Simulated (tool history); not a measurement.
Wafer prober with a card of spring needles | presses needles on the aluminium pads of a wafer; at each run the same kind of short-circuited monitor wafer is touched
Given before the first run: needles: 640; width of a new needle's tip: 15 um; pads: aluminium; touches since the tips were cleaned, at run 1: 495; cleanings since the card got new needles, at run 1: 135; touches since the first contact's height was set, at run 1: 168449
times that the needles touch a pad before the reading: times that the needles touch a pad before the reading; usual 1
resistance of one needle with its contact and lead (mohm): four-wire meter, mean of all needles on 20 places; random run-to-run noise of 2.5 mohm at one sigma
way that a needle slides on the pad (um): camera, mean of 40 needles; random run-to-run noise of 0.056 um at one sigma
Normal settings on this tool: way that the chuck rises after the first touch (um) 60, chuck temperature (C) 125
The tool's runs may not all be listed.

run,day,way that the chuck rises after the first touch (um),chuck temperature (C),times that the needles touch a pad before the reading,touches since the tips were cleaned,cleanings since the card got new needles,touches since the first contact's height was set,resistance of one needle with its contact and lead (mohm),way that a needle slides on the pad (um)
1,0,60,125,1,495,135,168449,283,13.55
# day 0.462: tips cleaned on abrasive film
# day 0.921: tips cleaned on abrasive film
# day 1.5: tips cleaned on abrasive film
# day 1.742: height of the first contact set anew
# day 2.088: tips cleaned on abrasive film
# day 2.554: tips cleaned on abrasive film
2,2.554,60,125,1,0,140,13152,290,13.54
# day 3.017: tips cleaned on abrasive film
# day 3.592: tips cleaned on abrasive film
# day 4.054: tips cleaned on abrasive film
3,4.3,60,125,1,4022,143,41447,287,13.5
# day 4.533: tips cleaned on abrasive film
# day 4.992: tips cleaned on abrasive film
# day 5.454: tips cleaned on abrasive film
# day 5.917: tips cleaned on abrasive film
# day 6.379: tips cleaned on abrasive film
4,6.483,60,125,1,1709,148,76746,288,13.62
# day 6.946: tips cleaned on abrasive film
# day 7.521: tips cleaned on abrasive film
# day 7.979: tips cleaned on abrasive film
# day 8.442: tips cleaned on abrasive film
# day 8.904: tips cleaned on abrasive film
5,9.042,60,125,1,2216,153,118152,284,13.52
# day 9.388: tips cleaned on abrasive film
# day 9.85: tips cleaned on abrasive film
# day 10.425: tips cleaned on abrasive film
6,10.592,60,125,1,2701,156,143248,290,13.58
# day 10.938: tips cleaned on abrasive film
# day 11.4: tips cleaned on abrasive film
# day 11.975: tips cleaned on abrasive film
# day 12.55: tips cleaned on abrasive film
# day 13.125: tips cleaned on abrasive film
7,13.454,60,125,1,5396,161,189701,290,13.5
# day 13.688: tips cleaned on abrasive film
# day 13.929: height of the first contact set anew
# day 14.162: tips cleaned on abrasive film
# day 14.625: tips cleaned on abrasive film
# day 15.2: tips cleaned on abrasive film
8,15.521,60,125,1,5214,165,25741,288,13.45
# day 15.754: tips cleaned on abrasive film
# day 16.212: tips cleaned on abrasive film
# day 16.675: tips cleaned on abrasive film
# day 17.138: tips cleaned on abrasive film
# day 17.712: tips cleaned on abrasive film
# day 18.175: tips cleaned on abrasive film
# day 18.75: tips cleaned on abrasive film
# day 19.212: tips cleaned on abrasive film
9,19.242,60,91,1,475,173,85933,274,13.55
# day 19.7: tips cleaned on abrasive film
# day 20.162: tips cleaned on abrasive film
# day 20.625: tips cleaned on abrasive film
# day 21.2: tips cleaned on abrasive film
# day 21.662: tips cleaned on abrasive film
10,22.112,60,91,1,7368,178,132490,278,13.43
# day 22.233: tips cleaned on abrasive film
# day 22.808: tips cleaned on abrasive film
# day 23.383: tips cleaned on abrasive film
# day 23.846: tips cleaned on abrasive film
# day 24.421: tips cleaned on abrasive film
# day 24.883: tips cleaned on abrasive film
# day 25.342: tips cleaned on abrasive film
11,25.608,60,91,1,4356,185,189100,278,13.44
# day 25.842: tips cleaned on abrasive film
# day 26.083: height of the first contact set anew
# day 26.317: tips cleaned on abrasive film
# day 26.779: tips cleaned on abrasive film
# day 27.354: tips cleaned on abrasive film
# day 27.929: tips cleaned on abrasive film
# day 28.392: tips cleaned on abrasive film
# day 28.854: tips cleaned on abrasive film
# day 29.429: tips cleaned on abrasive film
12,29.496,60,125,2,1081,193,55201,284,13.45
# day 29.954: tips cleaned on abrasive film
# day 30.533: tips cleaned on abrasive film
# day 31.108: tips cleaned on abrasive film
# day 31.683: tips cleaned on abrasive film
# day 32.146: tips cleaned on abrasive film
# day 32.721: tips cleaned on abrasive film
13,32.738,69,125,3,280,199,107735,283,15.43
# day 33.2: tips cleaned on abrasive film
# day 33.775: tips cleaned on abrasive film
# day 34.238: tips cleaned on abrasive film
# day 34.696: tips cleaned on abrasive film
# day 35.158: tips cleaned on abrasive film
# day 35.708: tips cleaned on abrasive film
14,35.708,69,125,3,0,205,155849,286,15.36
# day 36.171: tips cleaned on abrasive film
# day 36.746: tips cleaned on abrasive film
# day 37.321: tips cleaned on abrasive film
# day 37.9: tips cleaned on abrasive film
# day 38.254: height of the first contact set anew
# day 38.371: tips cleaned on abrasive film
15,38.725,69,125,1,5733,210,7599,284,15.44
# day 38.842: tips cleaned on abrasive film
# day 39.304: tips cleaned on abrasive film
# day 39.879: tips cleaned on abrasive film
# day 40.342: tips cleaned on abrasive film
16,40.55,69,125,1,3441,214,37164,284,15.39
# day 40.9: tips cleaned on abrasive film
# day 41.475: tips cleaned on abrasive film
# day 41.938: tips cleaned on abrasive film
# day 42.512: tips cleaned on abrasive film
17,42.767,69,125,1,4180,218,73070,285,15.38
# day 43: tips cleaned on abrasive film
# day 43.575: tips cleaned on abrasive film
# day 44.15: tips cleaned on abrasive film
# day 44.65: card fitted with new needles
# day 45.229: tips cleaned on abrasive film
# day 45.688: tips cleaned on abrasive film
# day 46.171: tips cleaned on abrasive film
18,46.171,69,125,1,0,3,24595,287,15.42
# day 46.633: tips cleaned on abrasive film
# day 47.208: tips cleaned on abrasive film
# day 47.783: tips cleaned on abrasive film
# day 48.358: tips cleaned on abrasive film
# day 48.933: tips cleaned on abrasive film
19,49.325,69,125,1,6387,8,75770,287,15.25
# day 49.446: tips cleaned on abrasive film
# day 50.021: tips cleaned on abrasive film
# day 50.483: tips cleaned on abrasive film
# day 50.942: tips cleaned on abrasive film
# day 51.45: tips cleaned on abrasive film
20,51.45,69,125,1,0,13,110103,285,15.39
# day 52.025: tips cleaned on abrasive film
# day 52.6: tips cleaned on abrasive film
21,53.038,60,28,2,7128,15,135892,259,13.36
# day 53.158: tips cleaned on abrasive film
# day 53.617: tips cleaned on abrasive film
# day 54.196: tips cleaned on abrasive film
# day 54.771: tips cleaned on abrasive film
# day 55.346: tips cleaned on abrasive film
22,55.433,60,28,2,1453,20,174668,263,13.22
# day 55.896: tips cleaned on abrasive film
# day 56.358: tips cleaned on abrasive film
# day 56.829: height of the first contact set anew
# day 56.946: tips cleaned on abrasive film
23,57.188,55,35,2,3953,23,5820,265,12.19

Hidden state at the last listed run before each entry between runs and at the first one after, where it differs:
Run 1 -> run 2: tips cleaned on abrasive film (day 0.462); tips cleaned on abrasive film (day 0.921); tips cleaned on abrasive film (day 1.5); height of the first contact set anew (day 1.742); tips cleaned on abrasive film (day 2.088); tips cleaned on abrasive film (day 2.554)
  debris on the tips, nm: 0.3 -> 0.1; way that the needles fall short of the set height, um: 0.03 -> 0; drift of the gauge itself on scrub_um, %: 0 -> -0.1
  difference, measured minus the result without the unlogged condition, way that a needle slides on the pad (um): -0.01 -> -0.02
Run 2 -> run 3: tips cleaned on abrasive film (day 3.017); tips cleaned on abrasive film (day 3.592); tips cleaned on abrasive film (day 4.054)
  debris on the tips, nm: 0.1 -> 0.9; way that the needles fall short of the set height, um: 0 -> 0.01; drift of the gauge itself on scrub_um, %: -0.1 -> -0.17
  difference, measured minus the result without the unlogged condition, way that a needle slides on the pad (um): -0.02 -> -0.02
Run 3 -> run 4: tips cleaned on abrasive film (day 4.533); tips cleaned on abrasive film (day 4.992); tips cleaned on abrasive film (day 5.454); tips cleaned on abrasive film (day 5.917); tips cleaned on abrasive film (day 6.379)
  debris on the tips, nm: 0.9 -> 0.5; way that the needles fall short of the set height, um: 0.01 -> 0.02; drift of the gauge itself on scrub_um, %: -0.17 -> -0.26
  difference, measured minus the result without the unlogged condition, way that a needle slides on the pad (um): -0.02 -> -0.04
Run 4 -> run 5: tips cleaned on abrasive film (day 6.946); tips cleaned on abrasive film (day 7.521); tips cleaned on abrasive film (day 7.979); tips cleaned on abrasive film (day 8.442); tips cleaned on abrasive film (day 8.904)
  debris on the tips, nm: 0.5 -> 0.7; tips' diameter, um: 15.07 -> 15.08; drift of the gauge itself on scrub_um, %: -0.26 -> -0.36
  difference, measured minus the result without the unlogged condition, way that a needle slides on the pad (um): -0.04 -> -0.05
Run 5 -> run 6: tips cleaned on abrasive film (day 9.388); tips cleaned on abrasive film (day 9.85); tips cleaned on abrasive film (day 10.425)
  drift of the gauge itself on scrub_um, %: -0.36 -> -0.42
  difference, measured minus the result without the unlogged condition, way that a needle slides on the pad (um): -0.05 -> -0.06
Run 6 -> run 7: tips cleaned on abrasive film (day 10.938); tips cleaned on abrasive film (day 11.4); tips cleaned on abrasive film (day 11.975); tips cleaned on abrasive film (day 12.55); tips cleaned on abrasive film (day 13.125)
  debris on the tips, nm: 0.7 -> 1; way that the needles fall short of the set height, um: 0.02 -> 0.03; drift of the gauge itself on scrub_um, %: -0.42 -> -0.54
  difference, measured minus the result without the unlogged condition, way that a needle slides on the pad (um): -0.06 -> -0.08
Run 7 -> run 8: tips cleaned on abrasive film (day 13.688); height of the first contact set anew (day 13.929); tips cleaned on abrasive film (day 14.162); tips cleaned on abrasive film (day 14.625); tips cleaned on abrasive film (day 15.2)
  debris on the tips, nm: 1 -> 1.1; way that the needles fall short of the set height, um: 0.03 -> 0; drift of the gauge itself on scrub_um, %: -0.54 -> -0.62
  difference, measured minus the result without the unlogged condition, way that a needle slides on the pad (um): -0.08 -> -0.08
Run 8 -> run 9: tips cleaned on abrasive film (day 15.754); tips cleaned on abrasive film (day 16.212); tips cleaned on abrasive film (day 16.675); tips cleaned on abrasive film (day 17.138); tips cleaned on abrasive film (day 17.712); tips cleaned on abrasive film (day 18.175); tips cleaned on abrasive film (day 18.75); tips cleaned on abrasive film (day 19.212)
  debris on the tips, nm: 1.1 -> 0.3; way that the needles fall short of the set height, um: 0 -> 0.01; tips' diameter, um: 15.08 -> 15.09; drift of the gauge itself on scrub_um, %: -0.62 -> -0.77
  difference, measured minus the result without the unlogged condition, way that a needle slides on the pad (um): -0.08 -> -0.11
Run 9 -> run 10: tips cleaned on abrasive film (day 19.7); tips cleaned on abrasive film (day 20.162); tips cleaned on abrasive film (day 20.625); tips cleaned on abrasive film (day 21.2); tips cleaned on abrasive film (day 21.662)
  debris on the tips, nm: 0.3 -> 1.2; way that the needles fall short of the set height, um: 0.01 -> 0.02; drift of the gauge itself on scrub_um, %: -0.77 -> -0.88
  difference, measured minus the result without the unlogged condition, way that a needle slides on the pad (um): -0.11 -> -0.12
Run 10 -> run 11: tips cleaned on abrasive film (day 22.233); tips cleaned on abrasive film (day 22.808); tips cleaned on abrasive film (day 23.383); tips cleaned on abrasive film (day 23.846); tips cleaned on abrasive film (day 24.421); tips cleaned on abrasive film (day 24.883); tips cleaned on abrasive film (day 25.342)
  debris on the tips, nm: 1.2 -> 1; way that the needles fall short of the set height, um: 0.02 -> 0.03; drift of the gauge itself on scrub_um, %: -0.88 -> -1.02
  difference, measured minus the result without the unlogged condition, way that a needle slides on the pad (um): -0.12 -> -0.15
Run 11 -> run 12: tips cleaned on abrasive film (day 25.842); height of the first contact set anew (day 26.083); tips cleaned on abrasive film (day 26.317); tips cleaned on abrasive film (day 26.779); tips cleaned on abrasive film (day 27.354); tips cleaned on abrasive film (day 27.929); tips cleaned on abrasive film (day 28.392); tips cleaned on abrasive film (day 28.854); tips cleaned on abrasive film (day 29.429)
  debris on the tips, nm: 1 -> 0.4; way that the needles fall short of the set height, um: 0.03 -> 0.01; tips' diameter, um: 15.09 -> 15.1; drift of the gauge itself on scrub_um, %: -1.02 -> -1.18
  difference, measured minus the result without the unlogged condition, way that a needle slides on the pad (um): -0.15 -> -0.17
Run 12 -> run 13: tips cleaned on abrasive film (day 29.954); tips cleaned on abrasive film (day 30.533); tips cleaned on abrasive film (day 31.108); tips cleaned on abrasive film (day 31.683); tips cleaned on abrasive film (day 32.146); tips cleaned on abrasive film (day 32.721)
  debris on the tips, nm: 0.4 -> 0.2; way that the needles fall short of the set height, um: 0.01 -> 0.02; drift of the gauge itself on scrub_um, %: -1.18 -> -1.31
  difference, measured minus the result without the unlogged condition, way that a needle slides on the pad (um): -0.17 -> -0.21
Run 13 -> run 14: tips cleaned on abrasive film (day 33.2); tips cleaned on abrasive film (day 33.775); tips cleaned on abrasive film (day 34.238); tips cleaned on abrasive film (day 34.696); tips cleaned on abrasive film (day 35.158); tips cleaned on abrasive film (day 35.708)
  debris on the tips, nm: 0.2 -> 0.1; way that the needles fall short of the set height, um: 0.02 -> 0.03; drift of the gauge itself on scrub_um, %: -1.31 -> -1.42
  difference, measured minus the result without the unlogged condition, way that a needle slides on the pad (um): -0.21 -> -0.23
Run 14 -> run 15: tips cleaned on abrasive film (day 36.171); tips cleaned on abrasive film (day 36.746); tips cleaned on abrasive film (day 37.321); tips cleaned on abrasive film (day 37.9); height of the first contact set anew (day 38.254); tips cleaned on abrasive film (day 38.371)
  debris on the tips, nm: 0.1 -> 1.2; way that the needles fall short of the set height, um: 0.03 -> 0; drift of the gauge itself on scrub_um, %: -1.42 -> -1.54
  difference, measured minus the result without the unlogged condition, way that a needle slides on the pad (um): -0.23 -> -0.24
Run 15 -> run 16: tips cleaned on abrasive film (day 38.842); tips cleaned on abrasive film (day 39.304); tips cleaned on abrasive film (day 39.879); tips cleaned on abrasive film (day 40.342)
  debris on the tips, nm: 1.2 -> 0.8; way that the needles fall short of the set height, um: 0 -> 0.01; tips' diameter, um: 15.1 -> 15.11; drift of the gauge itself on scrub_um, %: -1.54 -> -1.62
  difference, measured minus the result without the unlogged condition, way that a needle slides on the pad (um): -0.24 -> -0.26
Run 16 -> run 17: tips cleaned on abrasive film (day 40.9); tips cleaned on abrasive film (day 41.475); tips cleaned on abrasive film (day 41.938); tips cleaned on abrasive film (day 42.512)
  debris on the tips, nm: 0.8 -> 1; drift of the gauge itself on scrub_um, %: -1.62 -> -1.71
  difference, measured minus the result without the unlogged condition, way that a needle slides on the pad (um): -0.26 -> -0.27
Run 17 -> run 18: tips cleaned on abrasive film (day 43); tips cleaned on abrasive film (day 43.575); tips cleaned on abrasive film (day 44.15); card fitted with new needles (day 44.65); tips cleaned on abrasive film (day 45.229); tips cleaned on abrasive film (day 45.688); tips cleaned on abrasive film (day 46.171)
  debris on the tips, nm: 1 -> 0.1; way that the needles fall short of the set height, um: 0.01 -> 0; tips' diameter, um: 15.11 -> 15; drift of the gauge itself on scrub_um, %: -1.71 -> -1.82
  difference, measured minus the result without the unlogged condition, way that a needle slides on the pad (um): -0.27 -> -0.29
Run 18 -> run 19: tips cleaned on abrasive film (day 46.633); tips cleaned on abrasive film (day 47.208); tips cleaned on abrasive film (day 47.783); tips cleaned on abrasive film (day 48.358); tips cleaned on abrasive film (day 48.933)
  debris on the tips, nm: 0.1 -> 1.2; way that the needles fall short of the set height, um: 0 -> 0.01; drift of the gauge itself on scrub_um, %: -1.82 -> -1.95
  difference, measured minus the result without the unlogged condition, way that a needle slides on the pad (um): -0.29 -> -0.31
Run 19 -> run 20: tips cleaned on abrasive film (day 49.446); tips cleaned on abrasive film (day 50.021); tips cleaned on abrasive film (day 50.483); tips cleaned on abrasive film (day 50.942); tips cleaned on abrasive film (day 51.45)
  debris on the tips, nm: 1.2 -> 0.1; way that the needles fall short of the set height, um: 0.01 -> 0.02; tips' diameter, um: 15 -> 15.01; drift of the gauge itself on scrub_um, %: -1.95 -> -2.03
  difference, measured minus the result without the unlogged condition, way that a needle slides on the pad (um): -0.31 -> -0.32
Run 20 -> run 21: tips cleaned on abrasive film (day 52.025); tips cleaned on abrasive film (day 52.6)
  debris on the tips, nm: 0.1 -> 1.2; drift of the gauge itself on scrub_um, %: -2.03 -> -2.1
  difference, measured minus the result without the unlogged condition, way that a needle slides on the pad (um): -0.32 -> -0.29
Run 21 -> run 22: tips cleaned on abrasive film (day 53.158); tips cleaned on abrasive film (day 53.617); tips cleaned on abrasive film (day 54.196); tips cleaned on abrasive film (day 54.771); tips cleaned on abrasive film (day 55.346)
  debris on the tips, nm: 1.2 -> 0.5; way that the needles fall short of the set height, um: 0.02 -> 0.03; drift of the gauge itself on scrub_um, %: -2.1 -> -2.19
  difference, measured minus the result without the unlogged condition, way that a needle slides on the pad (um): -0.29 -> -0.3
Run 22 -> run 23: tips cleaned on abrasive film (day 55.896); tips cleaned on abrasive film (day 56.358); height of the first contact set anew (day 56.829); tips cleaned on abrasive film (day 56.946)
  debris on the tips, nm: 0.5 -> 0.9; way that the needles fall short of the set height, um: 0.03 -> 0; drift of the gauge itself on scrub_um, %: -2.19 -> -2.26
  difference, measured minus the result without the unlogged condition, way that a needle slides on the pad (um): -0.3 -> -0.28
